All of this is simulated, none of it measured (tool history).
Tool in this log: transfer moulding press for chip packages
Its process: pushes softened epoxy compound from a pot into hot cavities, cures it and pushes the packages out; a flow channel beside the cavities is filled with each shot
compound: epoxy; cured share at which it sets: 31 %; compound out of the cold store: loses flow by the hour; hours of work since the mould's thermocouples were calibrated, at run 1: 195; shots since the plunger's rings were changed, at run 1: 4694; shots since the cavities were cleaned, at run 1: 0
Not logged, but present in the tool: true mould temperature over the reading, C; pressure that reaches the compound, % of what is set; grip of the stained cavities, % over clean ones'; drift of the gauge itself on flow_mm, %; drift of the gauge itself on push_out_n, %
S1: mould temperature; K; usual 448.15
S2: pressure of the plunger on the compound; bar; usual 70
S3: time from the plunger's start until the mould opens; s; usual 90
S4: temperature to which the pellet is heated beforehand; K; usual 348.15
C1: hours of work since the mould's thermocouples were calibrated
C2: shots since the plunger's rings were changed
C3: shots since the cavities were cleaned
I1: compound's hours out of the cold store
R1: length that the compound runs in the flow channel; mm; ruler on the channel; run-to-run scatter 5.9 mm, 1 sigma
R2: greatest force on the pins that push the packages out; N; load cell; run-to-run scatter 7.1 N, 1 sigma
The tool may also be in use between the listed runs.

{"run": 1, "hour": 0.0, "S1": 448.15, "S2": 70, "S3": 90, "S4": 348.15, "C1": 195, "C2": 4694, "C3": 0, "I1": 38.2, "R1": 825, "R2": 285}
{"run": 2, "hour": 70.3, "S1": 448.15, "S2": 70, "S3": 95, "S4": 348.15, "C1": 233, "C2": 5502, "C3": 808, "I1": 32.5, "R1": 835, "R2": 512}
{"hour": 101.9, "done": "cavities cleaned with cleaning compound and waxed"}
{"run": 3, "hour": 125.4, "S1": 448.15, "S2": 70, "S3": 95, "S4": 348.15, "C1": 262, "C2": 6119, "C3": 269, "I1": 44.6, "R1": 799, "R2": 387}
{"hour": 174.2, "done": "plunger's sealing rings changed"}
{"run": 4, "hour": 181.4, "S1": 448.15, "S2": 53.7, "S3": 90, "S4": 348.15, "C1": 291, "C2": 83, "C3": 885, "I1": 41.6, "R1": 759, "R2": 573}
{"hour": 207.3, "done": "cavities cleaned with cleaning compound and waxed"}
{"run": 5, "hour": 246.8, "S1": 448.15, "S2": 53.7, "S3": 90, "S4": 348.15, "C1": 326, "C2": 817, "C3": 453, "I1": 13.7, "R1": 809, "R2": 516}
{"run": 6, "hour": 287.5, "S1": 448.15, "S2": 70, "S3": 74, "S4": 348.15, "C1": 348, "C2": 1286, "C3": 922, "I1": 14.8, "R1": 925, "R2": 898}
{"hour": 307.9, "done": "cavities cleaned with cleaning compound and waxed"}
{"run": 7, "hour": 343.2, "S1": 448.15, "S2": 70, "S3": 74, "S4": 348.15, "C1": 377, "C2": 1909, "C3": 406, "I1": 28.8, "R1": 889, "R2": 742}
{"hour": 405.6, "done": "cavities cleaned with cleaning compound and waxed"}
{"run": 8, "hour": 416.9, "S1": 447.15, "S2": 70, "S3": 74, "S4": 350.15, "C1": 417, "C2": 2741, "C3": 131, "I1": 28, "R1": 873, "R2": 663}

Predict the results of run 9:
{"run": 9, "hour": 452.8, "S1": 447.15, "S2": 70, "S3": 74, "S4": 350.15, "C1": 436, "C2": 3153, "C3": 543, "I1": 14.3, "R1": "?", "R2": "?"}

{"run 9": {"R1": 900, "R2": 850}}
The same run, on a tool lacking any hidden state, would have yielded R1 942 mm, R2 521 N.
